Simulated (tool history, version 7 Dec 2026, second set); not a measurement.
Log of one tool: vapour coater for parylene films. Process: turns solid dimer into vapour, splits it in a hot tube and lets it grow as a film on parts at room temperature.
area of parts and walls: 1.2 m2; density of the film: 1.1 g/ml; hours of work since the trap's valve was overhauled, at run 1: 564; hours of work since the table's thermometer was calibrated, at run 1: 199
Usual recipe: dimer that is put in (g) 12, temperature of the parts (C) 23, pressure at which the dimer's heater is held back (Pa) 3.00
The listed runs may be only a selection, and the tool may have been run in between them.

run	hour	dimer that is put in (g)	temperature of the parts (C)	pressure at which the dimer's heater is held back (Pa)	hours of work since the trap's valve was overhauled	hours of work since the table's thermometer was calibrated	thickness of the film (nm)
1	0.0	12	23	3.00	564	199	5120
2	20.6	12	23	3.00	577	211	5110
3	42.3	12	23	3.00	589	224	5130
4	56.8	12	23	3.00	598	233	5030
5	88.5	12	23	3.00	617	251	5100
6	109.0	12	23	3.00	629	263	4990
# hour 124.9: trap's valve overhauled
7	128.9	12	23	3.00	2	273	5890
8	151.2	12	20	3.00	15	286	6210
9	172.3	12	20	3.00	28	298	6130
10	189.6	12	20	3.00	38	308	6180
11	206.5	12	20	3.00	48	318	6140
12	234.9	12	23	3.00	65	335	5810
13	253.9	12	23	3.00	76	346	5710
14	275.0	12	23	3.00	88	359	5780
15	308.2	12	23	3.00	108	378	5700
16	324.7	7	23	3.00	118	388	3330
17	356.5	7	23	3.00	136	407	3320
18	376.6	7	23	3.00	148	418	3280
19	390.5	7	23	3.00	156	427	3250
20	422.2	7	23	3.00	175	445	3280
21	438.3	10	23	3.00	184	455	4650
22	465.9	12	18	3.00	201	471	6140
23	485.4	12	18	3.00	212	482	6110
24	506.7	5	25	3.00	225	495	2230
25	520.1	12	16	2.17	233	503	6630
26	538.3	12	34	2.17	243	514	4710
27	554.9	21	25	8.57	253	523	8020
28	582.8	21	25	8.57	270	540	8030
29	598.6	21	25	8.57	279	549	8020
30	612.1	21	18	6.96	287	557	9300
31	639.0	5	28	6.15	303	573	1870
32	657.4	5	22	2.31	313	584	2410
33	681.6	10	19	4.27	328	598	4640
34	697.6	6	16	4.27	337	607	2900
35	726.1	21	15	3.24	354	624	10640
36	750.1	21	15	3.24	368	638	10710
37	782.1	17	35	3.50	387	657	5990
38	802.5	17	19	2.37	399	669	8410
39	833.8	17	19	2.37	417	688	8370
40	853.3	12	19	8.37	429	699	4900
41	882.6	12	29	2.28	446	716	4900
42	911.5	10	28	11.78	463	733	3250
43	931.5	8	21	7.49	475	745	3140

Alternative continuations, all from the tool just after run 43; predict every row:
A	949.9	12	23	3.90	486	756	?
B	949.9	6	21	11.09	486	756	?
C	949.9	8	19	7.49	486	756	?
D	949.9	21	21	3.65	486	756	?
E	949.9	16	21	2.13	486	756	?

run	thickness of the film (nm)
A	4990
B	2270
C	3300
D	9070
E	7540
With no hidden state in the tool, these same runs would have given:
run	thickness of the film (nm)
A	5690
B	2580
C	3750
D	10340
E	8590
